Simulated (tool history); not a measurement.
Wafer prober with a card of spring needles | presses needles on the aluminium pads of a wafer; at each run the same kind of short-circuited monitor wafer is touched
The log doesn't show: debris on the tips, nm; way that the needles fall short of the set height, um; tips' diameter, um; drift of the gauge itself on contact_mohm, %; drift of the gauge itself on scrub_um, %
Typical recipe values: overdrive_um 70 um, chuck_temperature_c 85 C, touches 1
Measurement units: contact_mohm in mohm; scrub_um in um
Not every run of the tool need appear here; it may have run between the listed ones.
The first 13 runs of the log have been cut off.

run	hour	overdrive_um	chuck_temperature_c	touches	touches since the tips were cleaned	cleanings since the card got new needles	touches since the first contact's height was set	contact_mohm	scrub_um
14	100.5	70	85	1	2741	11	54726	363	11.39
15	105.3	70	75	1	4212	11	56197	396	11.37
# hour 106.3: tips cleaned on abrasive film
16	112.1	70	85	1	1738	12	58204	333	11.42
# hour 121.1: tips cleaned on abrasive film
17	122.4	70	59	1	397	13	61296	285	11.3
18	126.8	70	59	1	1724	13	62623	338	11.35
19	132.6	53	26	1	3479	13	64378	479	8.5
# hour 136.1: tips cleaned on abrasive film
20	142.1	70	85	1	1794	14	67196	343	11.29
21	148.9	70	32	2	3848	14	69250	336	11.39
# hour 151.4: tips cleaned on abrasive film
22	154.7	61	66	1	1007	15	70979	324	9.89
23	161.4	77	63	2	3033	15	73005	311	12.44
# hour 166: tips cleaned on abrasive film
24	167.5	89	118	3	456	16	74830	268	14.42
25	175	89	118	3	2718	16	77092	282	14.38
# hour 181.3: tips cleaned on abrasive film
26	181.8	70	45	1	169	17	79115	262	11.31
27	191.1	70	45	1	2976	17	81922	359	11.29
# hour 196.1: tips cleaned on abrasive film
28	196.7	77	53	2	192	18	83588	254	12.41
29	206.7	77	53	2	3193	18	86589	309	12.4
# hour 211: tips cleaned on abrasive film
30	211.8	77	53	2	240	19	88096	266	12.43
31	219.2	86	77	1	2473	19	90329	322	13.91
# hour 225.8: tips cleaned on abrasive film
32	225.9	70	85	2	25	20	92341	268	11.27
33	235.3	52	109	2	2864	20	95180	382	8.33

Alternative continuations, all from the tool just after run 33; predict every row:
A	240	57	68	1	4268	20	96584	?	?
B	240	52	43	2	4268	20	96584	?	?
C	240	79	109	2	4268	20	96584	?	?
D	240	52	109	2	4268	20	96584	?	?

run	contact_mohm	scrub_um
A	476	9.2
B	416	8.32
C	328	12.75
D	420	8.34
The same runs, with their run-to-run variation unchanged, on a tool lacking any hidden condition would have given:
run	contact_mohm	scrub_um
A	255	9.45
B	251	8.57
C	258	13
D	272	8.59
